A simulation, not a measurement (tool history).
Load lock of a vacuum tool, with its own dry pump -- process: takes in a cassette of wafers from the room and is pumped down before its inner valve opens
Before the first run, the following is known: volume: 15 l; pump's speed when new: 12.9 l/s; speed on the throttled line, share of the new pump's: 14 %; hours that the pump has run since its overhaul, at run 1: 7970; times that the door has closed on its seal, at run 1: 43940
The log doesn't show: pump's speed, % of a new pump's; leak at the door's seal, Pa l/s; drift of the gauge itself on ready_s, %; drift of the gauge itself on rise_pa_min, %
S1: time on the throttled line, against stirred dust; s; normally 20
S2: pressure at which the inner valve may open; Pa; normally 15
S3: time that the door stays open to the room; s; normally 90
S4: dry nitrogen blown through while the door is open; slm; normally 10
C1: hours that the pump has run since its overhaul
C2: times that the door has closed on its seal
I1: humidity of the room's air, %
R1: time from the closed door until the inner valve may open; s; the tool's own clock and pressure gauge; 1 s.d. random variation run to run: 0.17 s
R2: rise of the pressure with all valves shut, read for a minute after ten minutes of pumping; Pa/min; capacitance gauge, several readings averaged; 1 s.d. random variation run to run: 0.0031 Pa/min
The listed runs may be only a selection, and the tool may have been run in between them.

| run | day | S1 | S2 | S3 | S4 | C1 | C2 | I1 | R1 | R2 |
|---|---|---|---|---|---|---|---|---|---|---|
| 1 | 0 | 20 | 15 | 90 | 10 | 7970 | 43940 | 46.6 | 28.2 | 0.254 |
| 2 | 7.462 | 11 | 15 | 90 | 10 | 8149 | 44592 | 43.7 | 21.2 | 0.259 |
| 3 | 12.783 | 11 | 15 | 90 | 10 | 8277 | 45057 | 48.2 | 21 | 0.264 |
| 4 | 20.125 | 11 | 15 | 90 | 10 | 8453 | 45699 | 46.2 | 20.6 | 0.268 |
| 5 | 30.621 | 11 | 15 | 90 | 10 | 8705 | 46617 | 45.2 | 20.9 | 0.272 |
| 6 | 36.533 | 11 | 15 | 90 | 10 | 8847 | 47134 | 44.5 | 20.9 | 0.27 |
| 7 | 42.771 | 11 | 15 | 90 | 10 | 8996 | 47679 | 43.1 | 20.9 | 0.268 |
| 8 | 49.071 | 20 | 15 | 90 | 10 | 9148 | 48230 | 44.9 | 28.9 | 0.276 |
| 9 | 54.604 | 20 | 13 | 90 | 10 | 9280 | 48713 | 46.2 | 28.7 | 0.294 |
| 10 | 62.812 | 15 | 19 | 90 | 4 | 9477 | 49431 | 44.1 | 24.1 | 0.3 |
| 11 | 67.542 | 15 | 19 | 90 | 4 | 9591 | 49845 | 45.3 | 24.3 | 0.306 |
| 12 | 77.858 | 33 | 19 | 31 | 10 | 9838 | 50746 | 47.7 | 38.9 | 0.271 |
| 13 | 84.8 | 20 | 21 | 74 | 10 | 10005 | 51354 | 49.8 | 28.4 | 0.3 |
| 14 | 89.688 | 20 | 15 | 128 | 20 | 10122 | 51781 | 49.6 | 28.9 | 0.299 |
| 15 | 95.383 | 20 | 15 | 167 | 43 | 10259 | 52279 | 43.2 | 28.9 | 0.289 |
| 16 | 103.65 | 20 | 15 | 167 | 43 | 10457 | 53001 | 44.4 | 29 | 0.289 |
| 17 | 113.2 | 20 | 15 | 45 | 10 | 10687 | 53836 | 46.3 | 28.9 | 0.309 |

Alternative continuations, all from the tool just after run 17; predict every row:
| A | 117.688 | 10 | 14 | 90 | 28 | 10794 | 54229 | 43.2 | ? | ? |
| B | 117.688 | 29 | 13 | 54 | 10 | 10794 | 54229 | 46.1 | ? | ? |
| C | 117.688 | 20 | 15 | 90 | 34 | 10794 | 54229 | 46.6 | ? | ? |
| D | 117.688 | 36 | 15 | 45 | 10 | 10794 | 54229 | 45.7 | ? | ? |

| run | R1 | R2 |
|---|---|---|
| A | 20.7 | 0.303 |
| B | 36.3 | 0.307 |
| C | 28.9 | 0.302 |
| D | 42.1 | 0.312 |
With no hidden state in the tool, these same runs would have given:
| run | R1 | R2 |
|---|---|---|
| A | 19.1 | 0.047 |
| B | 35.2 | 0.057 |
| C | 27.6 | 0.047 |
| D | 41.2 | 0.058 |
